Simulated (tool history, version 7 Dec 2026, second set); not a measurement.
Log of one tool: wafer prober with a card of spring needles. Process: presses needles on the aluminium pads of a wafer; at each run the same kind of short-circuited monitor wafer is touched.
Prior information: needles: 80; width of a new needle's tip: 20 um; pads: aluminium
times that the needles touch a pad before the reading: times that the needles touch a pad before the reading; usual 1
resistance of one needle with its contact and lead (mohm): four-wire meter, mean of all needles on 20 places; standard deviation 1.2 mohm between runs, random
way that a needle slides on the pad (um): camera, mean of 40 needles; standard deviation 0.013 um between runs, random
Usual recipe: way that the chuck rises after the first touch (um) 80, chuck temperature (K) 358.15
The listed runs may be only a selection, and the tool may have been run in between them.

run	hour	way that the chuck rises after the first touch (um)	chuck temperature (K)	times that the needles touch a pad before the reading	resistance of one needle with its contact and lead (mohm)	way that a needle slides on the pad (um)
1	0	80	358.15	1	270	13.84
2	14	97	358.15	1	269	16.76
3	41.8	97	358.15	1	266	16.77
4	54.7	97	358.15	1	267	16.77
5	76.2	80	358.15	2	269	13.84
6	95.5	80	358.15	2	269	13.85
7	111.3	80	358.15	2	268	13.82
8	124.3	80	358.15	2	269	13.85
9	140.7	80	358.15	2	271	13.83
10	169	80	358.15	2	270	13.81
11	184.3	80	358.15	2	263	13.81
12	207	80	358.15	2	268	13.82
13	220.3	80	358.15	1	269	13.85
14	236.2	80	364.15	1	269	13.82
15	265.5	80	321.15	1	255	13.83
16	279.7	80	321.15	1	258	13.83
17	292.7	80	321.15	1	260	13.83
18	323.6	71	316.15	1	255	12.26
19	337	80	346.15	1	264	13.85
20	365.7	80	361.15	2	267	13.83
21	395.1	90	358.15	1	265	15.59
22	417.6	90	358.15	1	262	15.56
23	431.8	90	358.15	1	264	15.55
24	449.3	90	358.15	1	265	15.56
25	476	90	358.15	1	264	15.57
26	501.4	95	382.15	1	272	16.42
27	519.7	95	382.15	1	268	16.43
28	545.3	95	382.15	1	271	16.42
29	572.1	100	382.15	2	265	17.31
30	586.1	64	316.15	1	257	11.06
31	603.4	64	316.15	1	256	11.05
32	616.1	81	358.15	2	264	13.98
33	644.4	61	314.15	1	256	10.56

Withheld: 30 entries from between the runs. Position of each, and hidden state at the listed run before versus the listed run after:
Runs 2 to 3: tips cleaned on abrasive film (hour 21)
  debris on the tips, nm: 1.2 -> 1.3; drift of the gauge itself on contact_mohm, %: -0.05 -> -0.14
  what was measured, less what the result would be without the hidden state, resistance of one needle with its contact and lead (mohm): +0 -> -1
Runs 3 to 4: tips cleaned on abrasive film (hour 44)
  debris on the tips, nm: 1.3 -> 0.8; drift of the gauge itself on contact_mohm, %: -0.14 -> -0.19
  what was measured, less what the result would be without the hidden state, resistance of one needle with its contact and lead (mohm): -1 -> -1
Runs 4 to 5: tips cleaned on abrasive film (hour 68.3)
  debris on the tips, nm: 0.8 -> 0.7; way that the needles fall short of the set height, um: 0.02 -> 0.03; drift of the gauge itself on contact_mohm, %: -0.19 -> -0.26
  what was measured, less what the result would be without the hidden state, resistance of one needle with its contact and lead (mohm): -1 -> +0
Runs 5 to 6: tips cleaned on abrasive film (hour 90.2); height of the first contact set anew (hour 90.5)
  debris on the tips, nm: 0.7 -> 0.6; way that the needles fall short of the set height, um: 0.03 -> 0; drift of the gauge itself on contact_mohm, %: -0.26 -> -0.33
  what was measured, less what the result would be without the hidden state, resistance of one needle with its contact and lead (mohm): +0 -> -1
Runs 7 to 8: tips cleaned on abrasive film (hour 113.1)
  debris on the tips, nm: 1.3 -> 0.9; drift of the gauge itself on contact_mohm, %: -0.38 -> -0.43
  what was measured, less what the result would be without the hidden state, resistance of one needle with its contact and lead (mohm): -1 -> -1
Runs 8 to 9: tips cleaned on abrasive film (hour 136.4)
  debris on the tips, nm: 0.9 -> 0.4; drift of the gauge itself on contact_mohm, %: -0.43 -> -0.48
  what was measured, less what the result would be without the hidden state, resistance of one needle with its contact and lead (mohm): -1 -> -1
Runs 9 to 10: tips cleaned on abrasive film (hour 159.1)
  debris on the tips, nm: 0.4 -> 0.8; way that the needles fall short of the set height, um: 0 -> 0.01; drift of the gauge itself on contact_mohm, %: -0.48 -> -0.58
  what was measured, less what the result would be without the hidden state, resistance of one needle with its contact and lead (mohm): -1 -> -1
Runs 10 to 11: tips cleaned on abrasive film (hour 180.8)
  debris on the tips, nm: 0.8 -> 0.4; drift of the gauge itself on contact_mohm, %: -0.58 -> -0.63
  what was measured, less what the result would be without the hidden state, resistance of one needle with its contact and lead (mohm): -1 -> -2
Runs 11 to 12: tips cleaned on abrasive film (hour 203.3)
  drift of the gauge itself on contact_mohm, %: -0.63 -> -0.71
  what was measured, less what the result would be without the hidden state, resistance of one needle with its contact and lead (mohm): -2 -> -2
Runs 13 to 14: tips cleaned on abrasive film (hour 225.3)
  debris on the tips, nm: 1.2 -> 0.9; drift of the gauge itself on contact_mohm, %: -0.76 -> -0.81
  what was measured, less what the result would be without the hidden state, resistance of one needle with its contact and lead (mohm): -1 -> -2
Runs 14 to 15: tips cleaned on abrasive film (hour 247.3)
  debris on the tips, nm: 0.9 -> 1.2; way that the needles fall short of the set height, um: 0.01 -> 0.02; tips' diameter, um: 20.02 -> 20.03; drift of the gauge itself on contact_mohm, %: -0.81 -> -0.91
  what was measured, less what the result would be without the hidden state, resistance of one needle with its contact and lead (mohm): -2 -> -3
Runs 15 to 16: tips cleaned on abrasive film (hour 269.8)
  debris on the tips, nm: 1.2 -> 0.8; drift of the gauge itself on contact_mohm, %: -0.91 -> -0.96
  what was measured, less what the result would be without the hidden state, resistance of one needle with its contact and lead (mohm): -3 -> -3
Runs 16 to 17: tips cleaned on abrasive film (hour 291.7)
  debris on the tips, nm: 0.8 -> 0.2; drift of the gauge itself on contact_mohm, %: -0.96 -> -1.01
  what was measured, less what the result would be without the hidden state, resistance of one needle with its contact and lead (mohm): -3 -> -3
Runs 17 to 18: tips cleaned on abrasive film (hour 314)
  debris on the tips, nm: 0.2 -> 0.9; drift of the gauge itself on contact_mohm, %: -1.01 -> -1.11
  what was measured, less what the result would be without the hidden state, resistance of one needle with its contact and lead (mohm): -3 -> -2
Runs 18 to 19: tips cleaned on abrasive film (hour 336.5)
  debris on the tips, nm: 0.9 -> 0.2; drift of the gauge itself on contact_mohm, %: -1.11 -> -1.16
  what was measured, less what the result would be without the hidden state, resistance of one needle with its contact and lead (mohm): -2 -> -3
Runs 19 to 20: tips cleaned on abrasive film (hour 359.1)
  debris on the tips, nm: 0.2 -> 0.6; way that the needles fall short of the set height, um: 0.02 -> 0.03; drift of the gauge itself on contact_mohm, %: -1.16 -> -1.26
  what was measured, less what the result would be without the hidden state, resistance of one needle with its contact and lead (mohm): -3 -> -3
Runs 20 to 21: height of the first contact set anew (hour 379.2); tips cleaned on abrasive film (hour 381.1)
  debris on the tips, nm: 0.6 -> 1.1; way that the needles fall short of the set height, um: 0.03 -> 0; drift of the gauge itself on contact_mohm, %: -1.26 -> -1.36
  what was measured, less what the result would be without the hidden state, resistance of one needle with its contact and lead (mohm): -3 -> -3
Runs 21 to 22: tips cleaned on abrasive film (hour 404.4)
  debris on the tips, nm: 1.1 -> 1; way that the needles fall short of the set height, um: 0 -> 0.01; drift of the gauge itself on contact_mohm, %: -1.36 -> -1.44
  what was measured, less what the result would be without the hidden state, resistance of one needle with its contact and lead (mohm): -3 -> -4
Runs 22 to 23: tips cleaned on abrasive film (hour 426.3)
  debris on the tips, nm: 1 -> 0.6; drift of the gauge itself on contact_mohm, %: -1.44 -> -1.49
  what was measured, less what the result would be without the hidden state, resistance of one needle with its contact and lead (mohm): -4 -> -4
Runs 23 to 24: tips cleaned on abrasive film (hour 448.5)
  debris on the tips, nm: 0.6 -> 0.2; drift of the gauge itself on contact_mohm, %: -1.49 -> -1.55
  what was measured, less what the result would be without the hidden state, resistance of one needle with its contact and lead (mohm): -4 -> -4
Runs 24 to 25: tips cleaned on abrasive film (hour 471.3)
  debris on the tips, nm: 0.2 -> 0.5; drift of the gauge itself on contact_mohm, %: -1.55 -> -1.64
  what was measured, less what the result would be without the hidden state, resistance of one needle with its contact and lead (mohm): -4 -> -5
Runs 25 to 26: tips cleaned on abrasive film (hour 494.5)
  debris on the tips, nm: 0.5 -> 0.7; way that the needles fall short of the set height, um: 0.01 -> 0.02; drift of the gauge itself on contact_mohm, %: -1.64 -> -1.73
  what was measured, less what the result would be without the hidden state, resistance of one needle with its contact and lead (mohm): -5 -> -4
Runs 26 to 27: tips cleaned on abrasive film (hour 516.9)
  debris on the tips, nm: 0.7 -> 0.3; drift of the gauge itself on contact_mohm, %: -1.73 -> -1.79
  what was measured, less what the result would be without the hidden state, resistance of one needle with its contact and lead (mohm): -4 -> -5
Runs 27 to 28: tips cleaned on abrasive film (hour 540.5)
  debris on the tips, nm: 0.3 -> 0.4; tips' diameter, um: 20.03 -> 20.04; drift of the gauge itself on contact_mohm, %: -1.79 -> -1.88
  what was measured, less what the result would be without the hidden state, resistance of one needle with its contact and lead (mohm): -5 -> -5
Runs 28 to 29: tips cleaned on abrasive film (hour 563.6)
  debris on the tips, nm: 0.4 -> 0.8; drift of the gauge itself on contact_mohm, %: -1.88 -> -1.97
  what was measured, less what the result would be without the hidden state, resistance of one needle with its contact and lead (mohm): -5 -> -6
Runs 29 to 30: tips cleaned on abrasive film (hour 585.6)
  debris on the tips, nm: 0.8 -> 0.1; drift of the gauge itself on contact_mohm, %: -1.97 -> -2.02
  what was measured, less what the result would be without the hidden state, resistance of one needle with its contact and lead (mohm): -6 -> -5
Runs 31 to 32: tips cleaned on abrasive film (hour 608.5)
  debris on the tips, nm: 1.2 -> 0.7; way that the needles fall short of the set height, um: 0.02 -> 0.03; drift of the gauge itself on contact_mohm, %: -2.08 -> -2.12
  what was measured, less what the result would be without the hidden state, resistance of one needle with its contact and lead (mohm): -5 -> -5
Runs 32 to 33: tips cleaned on abrasive film (hour 631.2)
  debris on the tips, nm: 0.7 -> 0.9; drift of the gauge itself on contact_mohm, %: -2.12 -> -2.22
  what was measured, less what the result would be without the hidden state, resistance of one needle with its contact and lead (mohm): -5 -> -6
